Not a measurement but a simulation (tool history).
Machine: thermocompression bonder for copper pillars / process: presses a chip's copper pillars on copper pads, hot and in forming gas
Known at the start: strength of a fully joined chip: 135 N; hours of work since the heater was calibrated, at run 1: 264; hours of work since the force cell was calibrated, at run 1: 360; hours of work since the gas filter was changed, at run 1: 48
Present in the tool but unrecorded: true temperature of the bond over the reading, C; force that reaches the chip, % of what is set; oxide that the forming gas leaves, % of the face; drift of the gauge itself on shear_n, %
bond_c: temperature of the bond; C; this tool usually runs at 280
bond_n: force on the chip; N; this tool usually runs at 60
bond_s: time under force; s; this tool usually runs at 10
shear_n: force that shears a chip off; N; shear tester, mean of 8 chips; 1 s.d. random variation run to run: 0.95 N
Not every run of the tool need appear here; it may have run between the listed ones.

| run | hour | bond_c | bond_n | bond_s | hours of work since the heater was calibrated | hours of work since the force cell was calibrated | hours of work since the gas filter was changed | shear_n |
|---|---|---|---|---|---|---|---|---|
| 1 | 0 | 280 | 60 | 10 | 264 | 360 | 48 | 76.7 |
| 2 | 6.5 | 259 | 60 | 10 | 268 | 364 | 53 | 57.8 |
| 3 | 13.9 | 280 | 67 | 10 | 273 | 369 | 58 | 80.7 |
| 4 | 22.1 | 280 | 67 | 10 | 279 | 375 | 63 | 79.8 |
| 5 | 27.4 | 303 | 60 | 10 | 283 | 378 | 67 | 97.8 |
| 6 | 36.9 | 303 | 60 | 10 | 289 | 385 | 74 | 96.5 |
| 7 | 44.9 | 303 | 60 | 10 | 295 | 390 | 79 | 96.9 |
| 8 | 53.8 | 303 | 60 | 10 | 301 | 397 | 85 | 96.6 |
| 9 | 62 | 257 | 60 | 10 | 306 | 402 | 91 | 56.4 |
| 10 | 66.1 | 257 | 60 | 10 | 309 | 405 | 94 | 55.2 |
| 11 | 73 | 280 | 60 | 10 | 314 | 410 | 99 | 76.2 |
| 12 | 78.5 | 280 | 60 | 10 | 318 | 414 | 102 | 75 |
| 13 | 88 | 280 | 60 | 10 | 324 | 420 | 109 | 75.1 |
| 14 | 93.1 | 280 | 60 | 10 | 328 | 424 | 112 | 74.8 |
| 15 | 99.2 | 280 | 60 | 10 | 332 | 428 | 117 | 78.2 |
| 16 | 108.5 | 280 | 60 | 10 | 338 | 434 | 123 | 75.7 |
| 17 | 117.4 | 280 | 60 | 10 | 345 | 440 | 129 | 76.9 |
| 18 | 121.7 | 280 | 60 | 10 | 348 | 443 | 132 | 76.3 |
| 19 | 130.3 | 280 | 81 | 14 | 353 | 449 | 138 | 96.2 |
| 20 | 138 | 250 | 73 | 7 | 359 | 455 | 143 | 47.8 |
| 21 | 144.3 | 286 | 86 | 25 | 363 | 459 | 148 | 116.2 |
| 22 | 149.6 | 280 | 60 | 8 | 367 | 463 | 151 | 70.8 |
| 23 | 157.9 | 283 | 36 | 6 | 372 | 468 | 157 | 47 |
| 24 | 162.6 | 283 | 36 | 6 | 376 | 472 | 160 | 48.1 |
| 25 | 167.2 | 258 | 60 | 23 | 379 | 475 | 163 | 74.1 |
| 26 | 171.3 | 287 | 60 | 10 | 382 | 478 | 166 | 80.5 |
| 27 | 179.7 | 287 | 60 | 10 | 387 | 483 | 172 | 82.3 |
| 28 | 185.7 | 274 | 80 | 26 | 392 | 487 | 176 | 101.2 |
| 29 | 192.6 | 310 | 38 | 10 | 396 | 492 | 181 | 83.4 |
| 30 | 200.8 | 280 | 40 | 10 | 402 | 498 | 187 | 58.6 |
| 31 | 205.3 | 280 | 40 | 10 | 405 | 501 | 190 | 60.2 |
| 32 | 209.4 | 256 | 65 | 18 | 408 | 504 | 192 | 68.4 |
| 33 | 217.9 | 256 | 65 | 18 | 414 | 510 | 198 | 68.8 |

Run 34 is up next; what results do you expect?
| 34 | 227.1 | 280 | 60 | 9 | 420 | 516 | 205 | ? |

shear_n: 71.8 N
The same run, on a tool lacking any hidden state, would have yielded shear_n 78.4 N.
